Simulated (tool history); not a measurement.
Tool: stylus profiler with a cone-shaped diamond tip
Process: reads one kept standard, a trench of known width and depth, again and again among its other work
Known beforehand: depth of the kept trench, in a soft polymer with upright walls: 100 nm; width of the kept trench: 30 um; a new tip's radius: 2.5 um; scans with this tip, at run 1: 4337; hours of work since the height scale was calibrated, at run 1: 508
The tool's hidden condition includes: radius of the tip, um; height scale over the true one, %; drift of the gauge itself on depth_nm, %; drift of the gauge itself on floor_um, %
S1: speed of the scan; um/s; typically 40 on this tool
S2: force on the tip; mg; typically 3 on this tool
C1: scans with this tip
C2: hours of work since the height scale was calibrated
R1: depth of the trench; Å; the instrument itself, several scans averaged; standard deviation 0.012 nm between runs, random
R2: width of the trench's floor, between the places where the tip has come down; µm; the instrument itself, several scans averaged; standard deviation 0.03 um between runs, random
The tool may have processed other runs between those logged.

Run 1, hour 0: usual settings; C1 4337; C2 508. Result: R1 1012.6 Å, R2 28.2 µm.
Run 2, hour 15.6: usual settings but S1 45 um/s; C1 4415; C2 517. Result: R1 1012.6 Å, R2 28.22 µm.
Run 3, hour 33.3: usual settings; C1 4504; C2 527. Result: R1 1012.6 Å, R2 28.19 µm.
Run 4, hour 49.2: usual settings but S1 31 um/s; C1 4584; C2 537. Result: R1 1012.5 Å, R2 28.23 µm.
Run 5, hour 62.4: usual settings; C1 4650; C2 544. Result: R1 1012.4 Å, R2 28.21 µm.
Run 6, hour 73.7: usual settings; C1 4707; C2 551. Result: R1 1012.2 Å, R2 28.23 µm.
Run 7, hour 87.6: usual settings but S2 3.2 mg; C1 4777; C2 559. Result: R1 1012.8 Å, R2 28.17 µm.
Run 8, hour 99.9: usual settings but S2 3.2 mg; C1 4838; C2 566. Result: R1 1013.1 Å, R2 28.21 µm.
Run 9, hour 120.7: usual settings; C1 4943; C2 579. Result: R1 1012.4 Å, R2 28.21 µm.
Run 10, hour 141.4: usual settings; C1 5047; C2 591. Result: R1 1012.3 Å, R2 28.23 µm.
Run 11, hour 154.3: usual settings; C1 5112; C2 598. Result: R1 1012.6 Å, R2 28.21 µm.
Run 12, hour 167.1: usual settings; C1 5176; C2 606. Result: R1 1012.5 Å, R2 28.16 µm.
Run 13, hour 176.6: usual settings but S2 3.61 mg; C1 5223; C2 611. Result: R1 1014.2 Å, R2 28.2 µm.
Run 14, hour 194.2: usual settings but S2 3.61 mg; C1 5312; C2 622. Result: R1 1014.2 Å, R2 28.19 µm.
Run 15, hour 205.2: usual settings but S2 3.61 mg; C1 5367; C2 628. Result: R1 1014.2 Å, R2 28.21 µm.
Run 16, hour 220.9: usual settings but S2 3.61 mg; C1 5446; C2 637. Result: R1 1014.2 Å, R2 28.16 µm.
At hour 222.3: height scale calibrated on a step standard.
Run 17, hour 231.6: usual settings but S2 3.61 mg; C1 5497; C2 5. Result: R1 1013.5 Å, R2 28.2 µm.
Run 18, hour 245.8: usual settings but S2 2.52 mg; C1 5568; C2 14. Result: R1 1010.3 Å, R2 28.14 µm.
Run 19, hour 259.8: usual settings but S2 2.52 mg; C1 5639; C2 22. Result: R1 1010.4 Å, R2 28.2 µm.
Run 20, hour 275.5: usual settings but S2 2.52 mg; C1 5717; C2 31. Result: R1 1010.3 Å, R2 28.12 µm.
Run 21, hour 287.4: usual settings but S2 2.52 mg; C1 5777; C2 38. Result: R1 1010.6 Å, R2 28.1 µm.
Run 22, hour 300.5: usual settings but S2 1.11 mg; C1 5843; C2 46. Result: R1 1005.3 Å, R2 28.05 µm.
Run 23, hour 316.4: usual settings but S2 1.11 mg; C1 5923; C2 55. Result: R1 1005 Å, R2 28.09 µm.
Run 24, hour 336.8: usual settings but S2 1.11 mg; C1 6025; C2 67. Result: R1 1005 Å, R2 27.99 µm.
At hour 349.9: height scale calibrated on a step standard, once more.
Run 25, hour 350.8: usual settings but S1 43 um/s, S2 4.8 mg; C1 6093; C2 1. Result: R1 1019.1 Å, R2 28.17 µm.
Run 26, hour 367.9: usual settings but S1 43 um/s, S2 4.8 mg; C1 6179; C2 11. Result: R1 1019.1 Å, R2 28.19 µm.
Run 27, hour 378.6: usual settings but S1 43 um/s, S2 4.8 mg; C1 6233; C2 17. Result: R1 1019.2 Å, R2 28.24 µm.
Run 28, hour 390.2: usual settings but S1 101 um/s, S2 4.93 mg; C1 6290; C2 24. Result: R1 1019.4 Å, R2 27.97 µm.
Run 29, hour 410: usual settings but S1 101 um/s, S2 4.93 mg; C1 6390; C2 35. Result: R1 1019.4 Å, R2 27.95 µm.
Run 30, hour 427.8: usual settings but S1 101 um/s, S2 4.93 mg; C1 6479; C2 46. Result: R1 1019.4 Å, R2 27.94 µm.
Run 31, hour 438.8: usual settings but S1 16 um/s, S2 5.54 mg; C1 6535; C2 52. Result: R1 1021.1 Å, R2 28.26 µm.
Run 32, hour 456.1: usual settings but S1 155 um/s, S2 7.12 mg; C1 6622; C2 62. Result: R1 1024.5 Å, R2 27.86 µm.
Run 33, hour 476.1: usual settings but S1 14 um/s, S2 4.08 mg; C1 6722; C2 74. Result: R1 1017.1 Å, R2 28.3 µm.
Run 34, hour 491.3: usual settings but S1 12 um/s; C1 6798; C2 83. Result: R1 1013.6 Å, R2 28.23 µm.
Run 35, hour 507.1: usual settings but S1 16 um/s, S2 1.12 mg; C1 6877; C2 92. Result: R1 1007.4 Å, R2 28.21 µm.
Run 36, hour 528.5: usual settings but S1 16 um/s, S2 1.12 mg; C1 6985; C2 105. Result: R1 1007.4 Å, R2 28.16 µm.
Run 37, hour 537.2: usual settings but S2 5.89 mg; C1 7028; C2 110. Result: R1 1021.6 Å, R2 28.16 µm.
Run 38, hour 548.4: usual settings but S1 16 um/s, S2 3.07 mg; C1 7085; C2 117. Result: R1 1014.1 Å, R2 28.22 µm.
Run 39, hour 557.5: usual settings but S1 25 um/s, S2 3.07 mg; C1 7131; C2 122. Result: R1 1014.2 Å, R2 28.15 µm.
Run 40, hour 575.3: usual settings but S1 25 um/s, S2 3.07 mg; C1 7220; C2 132. Result: R1 1014.3 Å, R2 28.17 µm.
Run 41, hour 592.3: usual settings but S1 25 um/s, S2 3.07 mg; C1 7305; C2 142. Result: R1 1014.3 Å, R2 28.11 µm.
Run 42, hour 605.3: usual settings but S1 25 um/s, S2 3.07 mg; C1 7370; C2 150. Result: R1 1013.9 Å, R2 28.14 µm.
Run 43, hour 623.6: usual settings but S1 25 um/s, S2 3.07 mg; C1 7462; C2 161. Result: R1 1013.9 Å, R2 28.17 µm.
Run 44, hour 638.3: usual settings but S1 25 um/s, S2 3.07 mg; C1 7536; C2 169. Result: R1 1014.1 Å, R2 28.17 µm.
Run 45, hour 656.1: usual settings but S1 25 um/s, S2 3.07 mg; C1 7625; C2 180. Result: R1 1014 Å, R2 28.18 µm.
Run 46, hour 667.8: usual settings but S1 19 um/s, S2 6.12 mg; C1 7684; C2 187. Result: R1 1022 Å, R2 28.23 µm.
Run 47, hour 678.3: usual settings but S1 19 um/s, S2 6.12 mg; C1 7737; C2 193. Result: R1 1022.2 Å, R2 28.21 µm.

Below are 3 alternative next runs, each starting from the tool's condition after run 47. Predict each:
Run A, hour 687.4: usual settings but S1 29 um/s, S2 7.27 mg; C1 7782; C2 198. Result: R1 ?, R2 ?.
Run B, hour 687.4: usual settings but S2 1.11 mg; C1 7782; C2 198. Result: R1 ?, R2 ?.
Run C, hour 687.4: usual settings but S1 31 um/s, S2 3.65 mg; C1 7782; C2 198. Result: R1 ?, R2 ?.

run      R1     R2
  A  1024.8  28.15
  B  1007.2  27.96
  C  1015.5  28.16
Without the tool's hidden state the same runs would have given:
run      R1     R2
  A  1024.4  28.48
  B  1006.9  28.29
  C  1015.2  28.49
